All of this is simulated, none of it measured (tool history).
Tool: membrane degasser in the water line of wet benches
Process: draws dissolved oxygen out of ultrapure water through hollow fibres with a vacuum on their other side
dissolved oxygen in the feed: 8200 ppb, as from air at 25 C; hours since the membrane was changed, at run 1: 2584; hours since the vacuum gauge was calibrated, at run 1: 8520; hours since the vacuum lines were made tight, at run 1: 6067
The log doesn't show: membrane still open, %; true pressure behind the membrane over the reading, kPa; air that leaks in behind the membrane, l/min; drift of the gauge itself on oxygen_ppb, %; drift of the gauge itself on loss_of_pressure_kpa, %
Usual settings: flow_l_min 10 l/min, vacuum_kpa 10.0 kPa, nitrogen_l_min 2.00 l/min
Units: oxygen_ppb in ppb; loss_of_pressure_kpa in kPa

run,hour,flow_l_min,vacuum_kpa,nitrogen_l_min,hours since the membrane was changed,hours since the vacuum gauge was calibrated,hours since the vacuum lines were made tight,oxygen_ppb,loss_of_pressure_kpa
1,0.0,10,10.0,2.00,2584,8520,6067,111.7,37.63
2,89.9,10,10.0,2.00,2674,8610,6157,113.2,37.60
3,206.4,10,10.0,2.00,2791,8727,6273,116.9,37.69
# hour 231.1: vacuum gauge calibrated
4,300.1,10,10.0,2.00,2884,69,6367,112.2,37.84
5,352.4,9,10.0,2.00,2936,121,6419,94.8,33.93
6,402.3,10,10.0,2.00,2986,171,6469,113.4,37.57
7,487.7,10,10.0,2.00,3072,257,6554,114.1,37.53
8,545.7,10,10.0,2.00,3130,315,6612,112.7,37.23
9,614.2,10,10.0,2.00,3198,383,6681,112.3,37.61
10,674.1,10,10.0,2.00,3258,443,6741,114.3,37.71
11,753.9,10,10.0,2.00,3338,523,6820,114.2,37.27
12,820.6,10,22.6,2.00,3405,589,6887,260.2,38.01
13,910.6,10,22.6,2.00,3495,679,6977,257.5,37.55
14,1003.5,10,22.6,2.00,3587,772,7070,260.6,37.86
15,1101.5,10,22.6,2.00,3685,870,7168,264.7,37.92
16,1152.7,10,22.6,2.00,3737,922,7219,259.2,37.69
17,1234.6,13,12.6,1.61,3819,1003,7301,254.5,48.81
18,1324.1,13,12.6,1.61,3908,1093,7391,252.4,48.91
19,1398.7,15,10.5,2.83,3983,1168,7465,222.0,56.93
20,1487.2,15,10.5,2.83,4071,1256,7554,222.8,56.50
21,1544.0,6,10.0,2.00,4128,1313,7611,52.4,22.91
22,1652.0,10,10.0,2.00,4236,1421,7719,113.5,37.90
23,1762.9,6,9.5,1.26,4347,1532,7829,76.5,22.57
24,1825.1,10,10.3,1.26,4409,1594,7892,165.8,37.71
25,1888.9,9,10.0,1.67,4473,1658,7955,107.5,33.93
26,1963.4,9,10.0,4.35,4547,1732,8030,54.9,33.85
27,2022.1,9,10.0,4.35,4606,1791,8089,54.3,33.92
28,2100.1,10,9.4,1.19,4684,1869,8167,154.0,37.59
29,2185.6,14,23.1,2.00,4770,1955,8252,425.2,52.65
30,2240.5,14,23.1,2.00,4824,2009,8307,422.0,52.57
31,2328.2,13,14.1,4.53,4912,2097,8395,155.9,48.99
32,2377.4,13,14.1,4.53,4961,2146,8444,156.1,48.98

Forecast each of these 4 alternatives for the next run:
A,2448.6,10,9.3,1.35,5033,2217,8515,?,?
B,2448.6,8,7.6,4.53,5033,2217,8515,?,?
C,2448.6,10,15.8,2.00,5033,2217,8515,?,?
D,2448.6,13,9.2,4.53,5033,2217,8515,?,?

run,oxygen_ppb,loss_of_pressure_kpa
A,139.4,37.55
B,30.2,29.95
C,183.1,37.74
D,126.5,48.94
Without the tool's hidden state the same runs would have given:
run,oxygen_ppb,loss_of_pressure_kpa
A,139.3,37.53
B,30.1,29.93
C,182.8,37.72
D,126.3,48.92
